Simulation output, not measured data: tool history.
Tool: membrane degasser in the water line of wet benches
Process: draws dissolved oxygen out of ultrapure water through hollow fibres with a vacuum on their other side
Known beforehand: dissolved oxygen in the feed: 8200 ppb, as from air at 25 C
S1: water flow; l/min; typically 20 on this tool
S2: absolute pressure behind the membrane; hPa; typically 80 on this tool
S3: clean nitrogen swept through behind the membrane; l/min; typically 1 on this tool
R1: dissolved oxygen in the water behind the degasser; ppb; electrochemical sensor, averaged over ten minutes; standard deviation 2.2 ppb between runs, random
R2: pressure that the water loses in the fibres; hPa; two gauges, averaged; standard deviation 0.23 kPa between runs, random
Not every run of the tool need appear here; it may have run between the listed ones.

run 1 hour=0 | S1=20 S2=80 S3=1 | R1=219 R2=596.4
run 2 hour=73 | S1=20 S2=65.7 S3=1 | R1=159.6 R2=594.5
run 3 hour=107.2 | S1=20 S2=65.7 S3=1 | R1=159.9 R2=591.6
run 4 hour=153.3 | S1=20 S2=65.7 S3=1 | R1=155.6 R2=592.9
run 5 hour=210.1 | S1=20 S2=65.7 S3=1 | R1=160 R2=597.6
run 6 hour=250.4 | S1=20 S2=80 S3=1 | R1=216 R2=590.5
run 7 hour=298.1 | S1=20 S2=80 S3=1 | R1=215.8 R2=593.7
run 8 hour=354.7 | S1=20 S2=80 S3=1 | R1=217.3 R2=594.9
run 9 hour=392.7 | S1=20 S2=80 S3=1 | R1=219.3 R2=594.7
run 10 hour=448.5 | S1=20 S2=80 S3=1 | R1=215.2 R2=593.8
run 11 hour=496.3 | S1=15 S2=80 S3=1 | R1=170.1 R2=445.3
run 12 hour=528.8 | S1=15 S2=80 S3=1 | R1=164.1 R2=444.8
run 13 hour=590.6 | S1=15 S2=80 S3=1 | R1=166.6 R2=444.4
run 14 hour=662 | S1=15 S2=80 S3=1 | R1=165.2 R2=445.1
run 15 hour=736.1 | S1=20 S2=80 S3=1 | R1=218.8 R2=590.2
run 16 hour=774.8 | S1=20 S2=80 S3=1 | R1=220.5 R2=585.3
run 17 hour=815.7 | S1=16 S2=80 S3=1.19 | R1=149 R2=475.1
run 18 hour=885.4 | S1=16 S2=80 S3=1.19 | R1=153 R2=468.3
run 19 hour=956.9 | S1=16 S2=80 S3=1.19 | R1=154.5 R2=469
run 20 hour=992.5 | S1=23 S2=200 S3=0.57 | R1=1205 R2=673.9
run 21 hour=1037.5 | S1=27 S2=196.8 S3=0.57 | R1=1318.6 R2=794.4
run 22 hour=1111.6 | S1=27 S2=196.8 S3=0.57 | R1=1339.9 R2=790.1
run 23 hour=1148.4 | S1=20 S2=80 S3=2.68 | R1=93.4 R2=583.5
run 24 hour=1183.1 | S1=20 S2=80 S3=2.68 | R1=94.5 R2=587
run 25 hour=1217.3 | S1=16 S2=97 S3=1 | R1=234 R2=470.5
run 26 hour=1289.7 | S1=20 S2=176.9 S3=1.1 | R1=569.3 R2=583.6
run 27 hour=1354.4 | S1=20 S2=176.9 S3=1.1 | R1=578.9 R2=579.3
run 28 hour=1394 | S1=14 S2=176.9 S3=1.1 | R1=414.1 R2=408.2
run 29 hour=1434.6 | S1=25 S2=58.5 S3=1.31 | R1=126.9 R2=729.6
run 30 hour=1474.4 | S1=22 S2=115.8 S3=1.31 | R1=318.9 R2=645.8
run 31 hour=1529.6 | S1=20 S2=80 S3=1.51 | R1=153.8 R2=581.9
run 32 hour=1599.8 | S1=20 S2=80 S3=0.51 | R1=372.9 R2=581.5

Had the tool no unlogged condition, and each run kept its random variation, what would the results have been?
Hidden state at play: membrane still open, %; true pressure behind the membrane over the reading, kPa; air that leaks in behind the membrane, l/min; drift of the gauge itself on oxygen_ppb, %; drift of the gauge itself on loss_of_pressure_kpa, %.
run=1 R2=596.2
run=2 R2=594.9
run=3 R2=592.3
run=4 R2=594
run=5 R2=599.1
run=6 R2=592.3
run=7 R2=595.9
run=8 R2=597.6
run=9 R2=597.6
run=10 R2=597.2
run=11 R2=448.2
run=12 R2=447.8
run=13 R2=447.8
run=14 R2=449
run=15 R2=595.9
run=16 R2=591.4
run=17 R2=480.2
run=18 R2=473.9
run=19 R2=475
run=20 R2=682.8
run=21 R2=805.4
run=22 R2=801.9
run=23 R2=592.6
run=24 R2=596.4
run=25 R2=478.2
run=26 R2=593.8
run=27 R2=590
run=28 R2=415.9
run=29 R2=743.7
run=30 R2=658.7
run=31 R2=594
run=32 R2=594.2
R1 without the hidden state stays within 0.8 ppb of what was measured, in all runs.

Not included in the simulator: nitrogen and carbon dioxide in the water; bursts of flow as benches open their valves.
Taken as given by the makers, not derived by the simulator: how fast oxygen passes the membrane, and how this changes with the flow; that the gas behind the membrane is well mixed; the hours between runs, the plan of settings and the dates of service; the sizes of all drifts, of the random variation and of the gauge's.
